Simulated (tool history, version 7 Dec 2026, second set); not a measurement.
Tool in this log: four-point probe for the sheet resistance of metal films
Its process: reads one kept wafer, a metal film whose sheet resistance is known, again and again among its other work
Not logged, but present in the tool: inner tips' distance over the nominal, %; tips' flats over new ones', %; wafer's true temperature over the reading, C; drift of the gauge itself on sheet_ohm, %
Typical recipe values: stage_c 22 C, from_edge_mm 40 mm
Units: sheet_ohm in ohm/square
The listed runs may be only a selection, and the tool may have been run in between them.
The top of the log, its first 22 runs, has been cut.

run	day	stage_c	from_edge_mm	touches since the probe head was changed	hours of work since the stage's thermometer was calibrated	sheet_ohm
23	14.425	22	40	19578	38	0.179567
24	15.058	26	3	19891	48	0.195102
25	15.496	18	40	20108	56	0.179646
26	16.258	20	11	20484	68	0.180811
27	16.671	26	11	20690	75	0.180732
28	17.054	19	55	20878	82	0.179567
29	17.712	31	3	21205	92	0.195027
30	18.55	32	65	21619	106	0.179339
31	19.042	23	31	21864	115	0.179677
32	19.612	26	22	22147	124	0.179789
33	20.112	32	4	22393	132	0.188533
34	20.508	22	4	22589	139	0.188684
35	21.196	22	46	22929	150	0.179591
36	21.925	24	5	23291	162	0.185524

Run 37, settings as shown, results not yet in. Your forecast:
37	22.521	21	5	23586	172	?

sheet_ohm: 0.185562 ohm/square
Minus the tool's unlogged condition, the same run would have read sheet_ohm 0.185551 ohm/square.
